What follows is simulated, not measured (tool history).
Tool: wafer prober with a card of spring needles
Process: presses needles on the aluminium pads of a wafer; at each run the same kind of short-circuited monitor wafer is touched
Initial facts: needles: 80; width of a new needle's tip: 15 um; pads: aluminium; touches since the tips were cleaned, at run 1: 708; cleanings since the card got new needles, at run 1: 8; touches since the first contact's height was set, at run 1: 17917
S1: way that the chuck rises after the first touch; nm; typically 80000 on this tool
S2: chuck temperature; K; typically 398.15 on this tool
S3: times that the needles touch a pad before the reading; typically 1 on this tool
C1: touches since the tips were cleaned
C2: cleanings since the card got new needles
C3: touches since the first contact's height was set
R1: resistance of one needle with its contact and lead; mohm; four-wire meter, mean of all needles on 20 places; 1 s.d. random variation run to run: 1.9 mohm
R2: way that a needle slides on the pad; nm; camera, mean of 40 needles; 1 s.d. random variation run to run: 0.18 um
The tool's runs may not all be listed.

| run | hour | S1 | S2 | S3 | C1 | C2 | C3 | R1 | R2 |
|---|---|---|---|---|---|---|---|---|---|
| 1 | 0.0 | 80000 | 398.15 | 1 | 708 | 8 | 17917 | 207 | 20720 |
|  | 5.1 | tips cleaned on abrasive film |
|  | 14.0 | tips cleaned on abrasive film |
|  | 21.7 | tips cleaned on abrasive film |
| 2 | 25.3 | 80000 | 398.15 | 1 | 913 | 11 | 24358 | 211 | 20460 |
|  | 30.4 | tips cleaned on abrasive film |
|  | 38.4 | tips cleaned on abrasive film |
| 3 | 43.9 | 80000 | 398.15 | 3 | 1420 | 13 | 29102 | 205 | 20590 |
|  | 45.6 | tips cleaned on abrasive film |
|  | 53.6 | tips cleaned on abrasive film |
|  | 62.0 | tips cleaned on abrasive film |
| 4 | 65.6 | 80000 | 398.15 | 3 | 928 | 16 | 34641 | 207 | 20750 |
|  | 70.4 | tips cleaned on abrasive film |
|  | 78.4 | tips cleaned on abrasive film |
|  | 86.4 | tips cleaned on abrasive film |
| 5 | 87.6 | 80000 | 398.15 | 3 | 314 | 19 | 40235 | 209 | 20500 |
|  | 94.3 | tips cleaned on abrasive film |
| 6 | 100.3 | 80000 | 398.15 | 3 | 1537 | 20 | 43473 | 212 | 20450 |
|  | 101.6 | tips cleaned on abrasive film |
|  | 110.2 | tips cleaned on abrasive film |
|  | 118.8 | tips cleaned on abrasive film |
|  | 127.6 | tips cleaned on abrasive film |
| 7 | 129.7 | 80000 | 398.15 | 3 | 541 | 24 | 50970 | 206 | 20520 |
|  | 135.1 | tips cleaned on abrasive film |
|  | 143.3 | tips cleaned on abrasive film |
| 8 | 147.4 | 69000 | 398.15 | 1 | 1063 | 26 | 55470 | 218 | 17490 |
|  | 151.0 | tips cleaned on abrasive film |
|  | 159.7 | tips cleaned on abrasive film |
|  | 167.5 | tips cleaned on abrasive film |
| 9 | 167.5 | 71000 | 398.15 | 1 | 0 | 29 | 60590 | 205 | 17860 |
|  | 174.6 | tips cleaned on abrasive film |
|  | 183.1 | tips cleaned on abrasive film |
| 10 | 188.0 | 80000 | 398.15 | 1 | 1275 | 31 | 65826 | 211 | 20480 |
|  | 191.2 | tips cleaned on abrasive film |
|  | 199.4 | tips cleaned on abrasive film |
|  | 207.9 | tips cleaned on abrasive film |
| 11 | 209.2 | 67000 | 398.15 | 1 | 333 | 34 | 71221 | 212 | 16980 |
|  | 216.3 | tips cleaned on abrasive film |
| 12 | 221.2 | 80000 | 398.15 | 1 | 1263 | 35 | 74286 | 213 | 20250 |
|  | 224.7 | tips cleaned on abrasive film |
|  | 232.9 | tips cleaned on abrasive film |
|  | 241.3 | tips cleaned on abrasive film |
| 13 | 246.1 | 80000 | 398.15 | 1 | 1253 | 38 | 80637 | 211 | 20700 |
|  | 248.7 | tips cleaned on abrasive film |
|  | 257.3 | tips cleaned on abrasive film |
| 14 | 261.7 | 80000 | 305.15 | 1 | 1148 | 40 | 84612 | 195 | 20280 |
|  | 265.3 | tips cleaned on abrasive film |
|  | 273.2 | tips cleaned on abrasive film |
| 15 | 273.6 | 80000 | 305.15 | 1 | 124 | 42 | 87631 | 191 | 20240 |
|  | 281.9 | tips cleaned on abrasive film |
|  | 290.1 | tips cleaned on abrasive film |
| 16 | 292.0 | 80000 | 305.15 | 1 | 491 | 44 | 92320 | 193 | 20250 |
|  | 297.4 | tips cleaned on abrasive film |
|  | 305.3 | tips cleaned on abrasive film |
| 17 | 309.7 | 68000 | 298.15 | 1 | 1119 | 46 | 96822 | 197 | 17240 |
|  | 313.2 | tips cleaned on abrasive film |
|  | 321.0 | tips cleaned on abrasive film |
| 18 | 328.0 | 79000 | 360.15 | 2 | 1790 | 48 | 101494 | 206 | 19910 |
|  | 329.5 | tips cleaned on abrasive film |
|  | 338.2 | tips cleaned on abrasive film |
|  | 346.9 | tips cleaned on abrasive film |
| 19 | 348.8 | 71000 | 320.15 | 2 | 497 | 51 | 106783 | 197 | 17990 |
|  | 354.1 | tips cleaned on abrasive film |
|  | 361.3 | tips cleaned on abrasive film |
| 20 | 361.3 | 80000 | 334.15 | 2 | 0 | 53 | 109961 | 197 | 20150 |
|  | 370.0 | tips cleaned on abrasive film |
|  | 378.8 | tips cleaned on abrasive film |
| 21 | 379.5 | 80000 | 334.15 | 2 | 174 | 55 | 114601 | 195 | 20200 |
|  | 385.9 | tips cleaned on abrasive film |
|  | 393.4 | tips cleaned on abrasive film |
|  | 401.3 | tips cleaned on abrasive film |
| 22 | 405.3 | 80000 | 334.15 | 2 | 1035 | 58 | 121181 | 199 | 20030 |
|  | 410.1 | tips cleaned on abrasive film |
|  | 418.4 | tips cleaned on abrasive film |
|  | 425.9 | tips cleaned on abrasive film |
| 23 | 425.9 | 80000 | 334.15 | 2 | 0 | 61 | 126419 | 193 | 20240 |
|  | 434.0 | tips cleaned on abrasive film |
|  | 441.9 | tips cleaned on abrasive film |
| 24 | 444.2 | 80000 | 334.15 | 2 | 600 | 63 | 131097 | 196 | 20060 |
|  | 449.3 | tips cleaned on abrasive film |
|  | 457.2 | tips cleaned on abrasive film |
| 25 | 461.1 | 61000 | 398.15 | 1 | 999 | 65 | 135384 | 223 | 14920 |
|  | 464.6 | tips cleaned on abrasive film |
|  | 473.2 | tips cleaned on abrasive film |
|  | 481.5 | tips cleaned on abrasive film |
| 26 | 483.7 | 70000 | 398.15 | 1 | 589 | 68 | 141159 | 214 | 17320 |
|  | 489.9 | tips cleaned on abrasive film |
|  | 498.4 | tips cleaned on abrasive film |
|  | 505.7 | tips cleaned on abrasive film |
| 27 | 505.7 | 80000 | 308.15 | 1 | 0 | 71 | 146739 | 187 | 20060 |

Expected results for the next run?
|  | 513.5 | tips cleaned on abrasive film |
|  | 521.7 | tips cleaned on abrasive film |
| 28 | 526.2 | 65000 | 304.15 | 1 | 1154 | 73 | 151982 | ? | ? |

R1: 199 mohm
R2: 15960 nm
With no hidden state in the tool, this same run would have given R1 186 mohm, R2 16930 nm.

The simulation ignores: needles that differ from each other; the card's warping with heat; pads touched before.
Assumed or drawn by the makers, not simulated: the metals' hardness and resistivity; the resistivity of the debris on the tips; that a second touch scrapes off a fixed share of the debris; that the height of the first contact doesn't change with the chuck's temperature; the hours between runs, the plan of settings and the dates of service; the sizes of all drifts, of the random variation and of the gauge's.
